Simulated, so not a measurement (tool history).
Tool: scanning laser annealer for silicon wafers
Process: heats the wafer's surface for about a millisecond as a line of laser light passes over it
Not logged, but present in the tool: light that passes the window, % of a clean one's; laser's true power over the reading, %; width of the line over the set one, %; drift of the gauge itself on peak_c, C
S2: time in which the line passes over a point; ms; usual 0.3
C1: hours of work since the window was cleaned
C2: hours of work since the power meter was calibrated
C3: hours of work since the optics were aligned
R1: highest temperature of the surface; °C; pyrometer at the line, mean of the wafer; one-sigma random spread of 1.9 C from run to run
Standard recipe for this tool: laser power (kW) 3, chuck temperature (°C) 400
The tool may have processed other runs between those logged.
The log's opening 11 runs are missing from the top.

Run 12, day 24.771: usual settings; C1 451; C2 1460; C3 41. Result: R1 1185 °C.
Run 13, day 26.767: usual settings; C1 488; C2 1498; C3 78. Result: R1 1180 °C.
Run 14, day 28.712: usual settings; C1 525; C2 1535; C3 115. Result: R1 1179 °C.
Run 15, day 31.779: usual settings; C1 583; C2 1592; C3 173. Result: R1 1178 °C.
Run 16, day 34.2: usual settings but laser power (kW) 3.129; C1 628; C2 1638; C3 218. Result: R1 1218 °C.
Run 17, day 37.233: usual settings but laser power (kW) 3.129; C1 686; C2 1695; C3 276. Result: R1 1218 °C.
Run 18, day 39.338: usual settings but laser power (kW) 3.129; C1 725; C2 1735; C3 315. Result: R1 1213 °C.
Run 19, day 41.992: usual settings; C1 775; C2 1785; C3 365. Result: R1 1168 °C.
Run 20, day 44.421: usual settings; C1 821; C2 1831; C3 411. Result: R1 1165 °C.
Run 21, day 46.638: usual settings but laser power (kW) 2.779, S2 0.272 ms; C1 863; C2 1873; C3 453. Result: R1 1055 °C.
Run 22, day 48.646: usual settings but laser power (kW) 2.964, S2 0.292 ms, chuck temperature (°C) 404; C1 901; C2 1910; C3 491. Result: R1 1143 °C.
Run 23, day 50.838: usual settings but laser power (kW) 2.919, S2 0.292 ms, chuck temperature (°C) 404; C1 942; C2 1952; C3 532. Result: R1 1126 °C.
At day 51.908: window over the wafer cleaned.
Run 24, day 52.612: usual settings but laser power (kW) 2.912, S2 0.292 ms, chuck temperature (°C) 386; C1 13; C2 1984; C3 564. Result: R1 1134 °C.
Run 25, day 55.429: usual settings but S2 0.293 ms, chuck temperature (°C) 378; C1 66; C2 2037; C3 617. Result: R1 1154 °C.
Run 26, day 56.938: usual settings but laser power (kW) 2.771, S2 0.218 ms; C1 95; C2 2065; C3 646. Result: R1 993 °C.
Run 27, day 60.025: usual settings but laser power (kW) 2.909, S2 0.291 ms, chuck temperature (°C) 377; C1 153; C2 2123; C3 704. Result: R1 1115 °C.
Run 28, day 62.858: usual settings but S2 0.363 ms, chuck temperature (°C) 403; C1 206; C2 2177; C3 757. Result: R1 1272 °C.
Run 29, day 65.325: usual settings but S2 0.267 ms, chuck temperature (°C) 365; C1 253; C2 2223; C3 804. Result: R1 1094 °C.
Run 30, day 68.162: usual settings but S2 0.267 ms, chuck temperature (°C) 365; C1 306; C2 2277; C3 857. Result: R1 1095 °C.
Run 31, day 70.479: usual settings but laser power (kW) 3.226, S2 0.253 ms, chuck temperature (°C) 395; C1 350; C2 2320; C3 901. Result: R1 1175 °C.
Run 32, day 72.196: usual settings but S2 0.276 ms; C1 382; C2 2353; C3 933. Result: R1 1141 °C.

Estimate the outcome of run 33 from the log above:
Run 33, day 74.071: usual settings but laser power (kW) 2.874, S2 0.347 ms, chuck temperature (°C) 413; C1 418; C2 2388; C3 969. Result: R1 ?.

R1: 1204 °C
Minus the tool's unlogged condition, the same run would have read R1 1218 °C.
